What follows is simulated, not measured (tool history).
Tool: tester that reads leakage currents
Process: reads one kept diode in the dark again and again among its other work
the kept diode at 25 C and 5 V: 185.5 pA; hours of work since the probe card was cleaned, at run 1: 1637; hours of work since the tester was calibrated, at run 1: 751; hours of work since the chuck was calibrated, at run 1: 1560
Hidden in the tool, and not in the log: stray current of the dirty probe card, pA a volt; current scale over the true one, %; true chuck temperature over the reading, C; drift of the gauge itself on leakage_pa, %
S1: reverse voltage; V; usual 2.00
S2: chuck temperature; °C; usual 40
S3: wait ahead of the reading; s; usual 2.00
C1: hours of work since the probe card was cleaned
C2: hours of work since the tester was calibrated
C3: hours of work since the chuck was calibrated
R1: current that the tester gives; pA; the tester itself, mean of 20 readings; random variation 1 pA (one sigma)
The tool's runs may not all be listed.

| run | day | S1 | S2 | S3 | C1 | C2 | C3 | R1 |
|---|---|---|---|---|---|---|---|---|
| 1 | 0.000 | 2.00 | 40 | 2.00 | 1637 | 751 | 1560 | 321.70 |
| 2 | 1.562 | 2.00 | 40 | 4.33 | 1654 | 767 | 1577 | 319.55 |
| 3 | 4.062 | 2.00 | 40 | 4.33 | 1681 | 794 | 1604 | 319.29 |
| 4 | 5.442 | 2.00 | 40 | 4.33 | 1696 | 809 | 1619 | 320.50 |
| 5 | 6.892 | 2.00 | 40 | 2.00 | 1712 | 825 | 1634 | 319.43 |
| 6 | 8.183 | 2.00 | 40 | 2.00 | 1726 | 839 | 1648 | 320.97 |
| 7 | 10.754 | 5.34 | 40 | 2.00 | 1753 | 867 | 1676 | 531.38 |
| 8 | 12.183 | 5.34 | 40 | 2.00 | 1769 | 882 | 1691 | 534.89 |
| 9 | 14.483 | 19.61 | 40 | 2.00 | 1793 | 907 | 1716 | 1065.54 |
| 10 | 17.108 | 19.61 | 40 | 2.00 | 1822 | 935 | 1745 | 1053.97 |
| 11 | 19.425 | 19.61 | 40 | 2.00 | 1847 | 960 | 1770 | 1056.76 |
| 12 | 21.271 | 19.61 | 40 | 2.00 | 1867 | 980 | 1789 | 1058.85 |
| 13 | 23.221 | 19.61 | 40 | 2.00 | 1888 | 1001 | 1810 | 1054.11 |
|  | 25.342 | chuck's temperature calibrated |
| 14 | 25.533 | 19.61 | 40 | 2.00 | 1912 | 1025 | 2 | 1155.10 |
| 15 | 28.104 | 2.00 | 40 | 3.34 | 1939 | 1053 | 30 | 344.95 |
| 16 | 29.550 | 2.00 | 40 | 2.00 | 1955 | 1068 | 45 | 346.85 |
| 17 | 31.538 | 2.00 | 37 | 2.00 | 1976 | 1090 | 67 | 281.16 |
| 18 | 32.762 | 2.00 | 37 | 2.00 | 1989 | 1103 | 80 | 280.27 |
| 19 | 33.896 | 2.00 | 36 | 2.00 | 2002 | 1115 | 92 | 261.53 |
| 20 | 35.192 | 2.00 | 36 | 2.00 | 2016 | 1129 | 106 | 260.94 |
| 21 | 36.450 | 1.74 | 40 | 9.15 | 2029 | 1143 | 120 | 320.19 |
| 22 | 38.292 | 9.53 | 40 | 5.94 | 2049 | 1162 | 140 | 782.69 |
|  | 38.662 | probe card cleaned and baked |
| 23 | 40.912 | 10.71 | 40 | 2.88 | 24 | 1189 | 166 | 842.35 |
| 24 | 42.029 | 3.41 | 22 | 3.99 | 36 | 1201 | 178 | 128.83 |
| 25 | 43.496 | 3.41 | 22 | 3.99 | 52 | 1217 | 194 | 128.55 |
| 26 | 44.775 | 3.41 | 22 | 3.99 | 66 | 1231 | 208 | 128.13 |
| 27 | 46.733 | 1.63 | 48 | 2.00 | 87 | 1252 | 229 | 528.55 |
|  | 47.588 | probe card cleaned and baked, once more |
| 28 | 48.279 | 17.02 | 40 | 2.00 | 7 | 1267 | 245 | 1042.89 |
| 29 | 50.479 | 17.02 | 40 | 2.00 | 31 | 1291 | 268 | 1044.87 |
| 30 | 51.675 | 2.00 | 29 | 0.30 | 44 | 1304 | 281 | 156.92 |
| 31 | 54.204 | 1.40 | 49 | 0.30 | 71 | 1331 | 308 | 518.31 |
| 32 | 55.621 | 5.30 | 25 | 8.53 | 87 | 1346 | 324 | 191.89 |
| 33 | 57.450 | 5.30 | 25 | 8.53 | 106 | 1366 | 343 | 191.91 |
| 34 | 58.562 | 5.28 | 25 | 8.53 | 118 | 1378 | 355 | 191.88 |
| 35 | 59.771 | 3.04 | 27 | 2.00 | 131 | 1391 | 368 | 165.56 |
| 36 | 61.112 | 10.38 | 27 | 8.38 | 146 | 1406 | 383 | 316.64 |
| 37 | 62.800 | 10.38 | 27 | 8.38 | 164 | 1424 | 401 | 314.67 |
| 38 | 64.825 | 19.04 | 27 | 8.38 | 186 | 1446 | 423 | 432.18 |
| 39 | 66.721 | 5.92 | 40 | 2.00 | 206 | 1466 | 443 | 598.73 |

4 ways to go on from here, each from the tool as it stands after run 39. What would each give?
| A | 68.475 | 4.18 | 39 | 2.76 | 225 | 1485 | 462 | ? |
| B | 68.475 | 5.05 | 22 | 1.70 | 225 | 1485 | 462 | ? |
| C | 68.475 | 2.00 | 33 | 2.00 | 225 | 1485 | 462 | ? |
| D | 68.475 | 6.48 | 40 | 0.91 | 225 | 1485 | 462 | ? |

| run | R1 |
|---|---|
| A | 465.11 |
| B | 148.21 |
| C | 206.59 |
| D | 626.72 |
Without the tool's hidden state the same runs would have given:
| run | R1 |
|---|---|
| A | 467.36 |
| B | 148.66 |
| C | 207.66 |
| D | 629.60 |
